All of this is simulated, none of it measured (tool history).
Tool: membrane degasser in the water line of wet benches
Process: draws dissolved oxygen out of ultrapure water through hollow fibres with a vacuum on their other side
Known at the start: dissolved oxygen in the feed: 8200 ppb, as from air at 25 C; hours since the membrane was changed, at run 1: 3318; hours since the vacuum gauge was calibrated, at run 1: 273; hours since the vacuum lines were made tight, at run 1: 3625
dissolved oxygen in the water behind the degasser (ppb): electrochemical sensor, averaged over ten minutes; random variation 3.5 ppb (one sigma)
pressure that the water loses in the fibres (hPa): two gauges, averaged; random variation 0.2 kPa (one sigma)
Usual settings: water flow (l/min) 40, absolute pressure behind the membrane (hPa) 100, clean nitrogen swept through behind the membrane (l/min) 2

| run | hour | water flow (l/min) | absolute pressure behind the membrane (hPa) | clean nitrogen swept through behind the membrane (l/min) | hours since the membrane was changed | hours since the vacuum gauge was calibrated | hours since the vacuum lines were made tight | dissolved oxygen in the water behind the degasser (ppb) | pressure that the water loses in the fibres (hPa) |
|---|---|---|---|---|---|---|---|---|---|
| 1 | 0 | 40 | 100 | 2 | 3318 | 273 | 3625 | 347.3 | 426.2 |
| 2 | 78.3 | 40 | 100 | 2 | 3396 | 351 | 3704 | 346.9 | 422.9 |
| 3 | 152.2 | 40 | 100 | 2 | 3470 | 425 | 3778 | 358 | 424.2 |
| 4 | 235.3 | 40 | 100 | 2 | 3553 | 508 | 3861 | 343.1 | 423.7 |
| 5 | 306.1 | 40 | 100 | 5.25 | 3624 | 579 | 3931 | 181.5 | 426.6 |
| 6 | 419.4 | 40 | 100 | 1.62 | 3737 | 692 | 4045 | 411.4 | 426.5 |
| 7 | 479.3 | 40 | 100 | 2 | 3797 | 752 | 4105 | 347.9 | 428.7 |
| 8 | 532.6 | 40 | 122 | 2 | 3851 | 805 | 4158 | 440.4 | 428.1 |
| 9 | 609.8 | 40 | 122 | 2 | 3928 | 882 | 4235 | 441.2 | 430.6 |
| 10 | 672 | 40 | 122 | 2 | 3990 | 945 | 4297 | 449.3 | 427.2 |
| 11 | 784.2 | 40 | 122 | 2 | 4102 | 1057 | 4410 | 445.8 | 425.6 |
| 12 | 867.5 | 50 | 92 | 1.29 | 4186 | 1140 | 4493 | 545.3 | 535.4 |
| 13 | 989.7 | 56 | 69 | 3.96 | 4308 | 1262 | 4615 | 238.4 | 600.5 |

4 ways to go on from here, each from the tool as it stands after run 13. What would each give?
| A | 1093 | 39 | 110 | 1.41 | 4411 | 1366 | 4718 | ? | ? |
| B | 1093 | 33 | 156 | 1.1 | 4411 | 1366 | 4718 | ? | ? |
| C | 1093 | 40 | 138 | 2 | 4411 | 1366 | 4718 | ? | ? |
| D | 1093 | 32 | 66 | 1.44 | 4411 | 1366 | 4718 | ? | ? |

| run | dissolved oxygen in the water behind the degasser (ppb) | pressure that the water loses in the fibres (hPa) |
|---|---|---|
| A | 493.2 | 417.9 |
| B | 764.6 | 353.7 |
| C | 501.6 | 431.1 |
| D | 193.8 | 343.5 |
Without the tool's hidden state the same runs would have given:
| run | dissolved oxygen in the water behind the degasser (ppb) | pressure that the water loses in the fibres (hPa) |
|---|---|---|
| A | 492.5 | 411.4 |
| B | 763.9 | 348.2 |
| C | 500.9 | 424.4 |
| D | 193.3 | 338.1 |

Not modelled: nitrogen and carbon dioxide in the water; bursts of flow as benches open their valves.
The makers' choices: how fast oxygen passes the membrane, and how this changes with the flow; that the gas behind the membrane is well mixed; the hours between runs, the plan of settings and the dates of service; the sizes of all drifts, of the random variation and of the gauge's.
